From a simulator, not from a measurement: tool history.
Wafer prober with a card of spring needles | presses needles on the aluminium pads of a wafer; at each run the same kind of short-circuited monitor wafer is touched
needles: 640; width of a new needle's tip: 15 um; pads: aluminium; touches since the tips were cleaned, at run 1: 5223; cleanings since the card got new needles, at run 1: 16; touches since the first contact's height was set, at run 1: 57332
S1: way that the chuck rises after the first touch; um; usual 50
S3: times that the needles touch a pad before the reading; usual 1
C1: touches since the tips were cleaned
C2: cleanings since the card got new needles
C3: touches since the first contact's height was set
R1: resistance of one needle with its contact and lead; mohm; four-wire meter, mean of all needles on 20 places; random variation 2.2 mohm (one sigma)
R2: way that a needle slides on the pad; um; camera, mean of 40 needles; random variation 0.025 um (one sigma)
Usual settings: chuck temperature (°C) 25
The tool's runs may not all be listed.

run 1 hour=0.0 | S1=50 chuck_temperature_(°C)=25 S3=1 | C1=5223 C2=16 C3=57332 | R1=262 R2=9.11
-- hour=9.7 tips cleaned on abrasive film
-- hour=29.5 height of the first contact set anew
-- hour=34.5 tips cleaned on abrasive film
-- hour=58.5 tips cleaned on abrasive film
run 2 hour=58.5 | S1=31 chuck_temperature_(°C)=25 S3=1 | C1=0 C2=19 C3=10250 | R1=258 R2=5.74
-- hour=81.4 tips cleaned on abrasive film
-- hour=104.6 tips cleaned on abrasive film
-- hour=128.9 tips cleaned on abrasive film
run 3 hour=143.4 | S1=31 chuck_temperature_(°C)=25 S3=1 | C1=5167 C2=22 C3=40380 | R1=288 R2=5.62
-- hour=152.0 tips cleaned on abrasive film
-- hour=175.6 tips cleaned on abrasive film
-- hour=199.5 tips cleaned on abrasive film
run 4 hour=206.4 | S1=31 chuck_temperature_(°C)=25 S3=1 | C1=2446 C2=25 C3=62665 | R1=279 R2=5.59
-- hour=220.1 tips cleaned on abrasive film
-- hour=220.4 height of the first contact set anew
-- hour=244.9 tips cleaned on abrasive film
-- hour=269.4 tips cleaned on abrasive film
-- hour=293.1 tips cleaned on abrasive film
run 5 hour=293.1 | S1=31 chuck_temperature_(°C)=25 S3=1 | C1=0 C2=29 C3=25768 | R1=260 R2=5.65
-- hour=316.4 tips cleaned on abrasive film
-- hour=340.8 tips cleaned on abrasive film
-- hour=360.4 tips cleaned on abrasive film
run 6 hour=370.4 | S1=31 chuck_temperature_(°C)=25 S3=1 | C1=3554 C2=32 C3=53201 | R1=285 R2=5.62
-- hour=380.3 tips cleaned on abrasive film
-- hour=404.2 tips cleaned on abrasive film
-- hour=414.3 height of the first contact set anew
-- hour=424.1 tips cleaned on abrasive film
run 7 hour=424.2 | S1=31 chuck_temperature_(°C)=25 S3=1 | C1=31 C2=35 C3=3505 | R1=262 R2=5.73
-- hour=447.9 tips cleaned on abrasive film
run 8 hour=466.9 | S1=31 chuck_temperature_(°C)=25 S3=1 | C1=6779 C2=36 C3=18679 | R1=289 R2=5.68
-- hour=471.9 tips cleaned on abrasive film
-- hour=496.1 tips cleaned on abrasive film
-- hour=515.7 tips cleaned on abrasive film
-- hour=539.1 tips cleaned on abrasive film
run 9 hour=552.5 | S1=50 chuck_temperature_(°C)=25 S3=1 | C1=4774 C2=40 C3=48998 | R1=262 R2=9.09
-- hour=562.1 tips cleaned on abrasive film
-- hour=584.7 tips cleaned on abrasive film
-- hour=608.2 tips cleaned on abrasive film
-- hour=608.5 height of the first contact set anew
-- hour=628.1 tips cleaned on abrasive film
run 10 hour=641.0 | S1=50 chuck_temperature_(°C)=25 S3=1 | C1=4589 C2=44 C3=11537 | R1=263 R2=9.28
-- hour=650.8 tips cleaned on abrasive film
-- hour=672.4 tips cleaned on abrasive film
-- hour=695.7 tips cleaned on abrasive film
-- hour=719.1 tips cleaned on abrasive film
run 11 hour=725.6 | S1=50 chuck_temperature_(°C)=25 S3=1 | C1=2334 C2=48 C3=41527 | R1=266 R2=9.16
-- hour=739.7 tips cleaned on abrasive film
-- hour=762.7 tips cleaned on abrasive film
run 12 hour=767.5 | S1=50 chuck_temperature_(°C)=25 S3=1 | C1=1692 C2=50 C3=56346 | R1=257 R2=9.15
-- hour=786.6 tips cleaned on abrasive film
-- hour=800.5 height of the first contact set anew
-- hour=810.3 tips cleaned on abrasive film
run 13 hour=829.3 | S1=50 chuck_temperature_(°C)=25 S3=1 | C1=6758 C2=52 C3=10216 | R1=263 R2=9.22
-- hour=834.3 tips cleaned on abrasive film
-- hour=858.6 tips cleaned on abrasive film
-- hour=879.5 tips cleaned on abrasive film
-- hour=904.0 tips cleaned on abrasive film
run 14 hour=914.2 | S1=50 chuck_temperature_(°C)=25 S3=3 | C1=3661 C2=56 C3=40321 | R1=255 R2=9.11
-- hour=924.1 tips cleaned on abrasive film
-- hour=946.1 tips cleaned on abrasive film
-- hour=970.3 tips cleaned on abrasive film
run 15 hour=970.8 | S1=31 chuck_temperature_(°C)=29 S3=3 | C1=173 C2=59 C3=60357 | R1=263 R2=5.55
-- hour=990.0 tips cleaned on abrasive film
-- hour=995.2 height of the first contact set anew
-- hour=1013.6 tips cleaned on abrasive film
-- hour=1036.8 tips cleaned on abrasive film
run 16 hour=1054.8 | S1=31 chuck_temperature_(°C)=29 S3=3 | C1=6392 C2=62 C3=21150 | R1=275 R2=5.70
-- hour=1058.5 tips cleaned on abrasive film
-- hour=1081.8 tips cleaned on abrasive film
run 17 hour=1091.9 | S1=61 chuck_temperature_(°C)=66 S3=3 | C1=3598 C2=64 C3=34285 | R1=261 R2=11.24
-- hour=1101.7 tips cleaned on abrasive film
-- hour=1125.3 tips cleaned on abrasive film
-- hour=1147.7 tips cleaned on abrasive film
run 18 hour=1155.8 | S1=61 chuck_temperature_(°C)=66 S3=3 | C1=2862 C2=67 C3=56913 | R1=260 R2=11.14
-- hour=1170.5 tips cleaned on abrasive film
-- hour=1190.1 tips cleaned on abrasive film
-- hour=1190.4 height of the first contact set anew
-- hour=1213.8 tips cleaned on abrasive film
-- hour=1238.0 tips cleaned on abrasive film
run 19 hour=1240.2 | S1=33 chuck_temperature_(°C)=114 S3=1 | C1=776 C2=71 C3=17660 | R1=296 R2=6.07
-- hour=1259.6 tips cleaned on abrasive film
-- hour=1283.4 tips cleaned on abrasive film
run 20 hour=1284.0 | S1=33 chuck_temperature_(°C)=114 S3=2 | C1=205 C2=73 C3=33173 | R1=283 R2=6.04
-- hour=1303.6 tips cleaned on abrasive film
-- hour=1323.2 tips cleaned on abrasive film
-- hour=1342.9 tips cleaned on abrasive film
-- hour=1365.6 tips cleaned on abrasive film
run 21 hour=1365.6 | S1=33 chuck_temperature_(°C)=114 S3=2 | C1=0 C2=77 C3=62066 | R1=284 R2=5.98
-- hour=1384.6 height of the first contact set anew
-- hour=1389.1 tips cleaned on abrasive film
-- hour=1412.3 tips cleaned on abrasive film
-- hour=1435.2 tips cleaned on abrasive film
run 22 hour=1441.8 | S1=47 chuck_temperature_(°C)=25 S3=2 | C1=2372 C2=80 C3=20279 | R1=261 R2=8.65

Forecast run 23:
-- hour=1455.4 tips cleaned on abrasive film
-- hour=1477.4 tips cleaned on abrasive film
run 23 hour=1481.5 | S1=47 chuck_temperature_(°C)=25 S3=2 | C1=1463 C2=82 C3=34326 | R1=? R2=?

R1: 260 mohm
R2: 8.61 um
Without the tool's hidden state the same run would have given R1 252 mohm, R2 8.69 um.
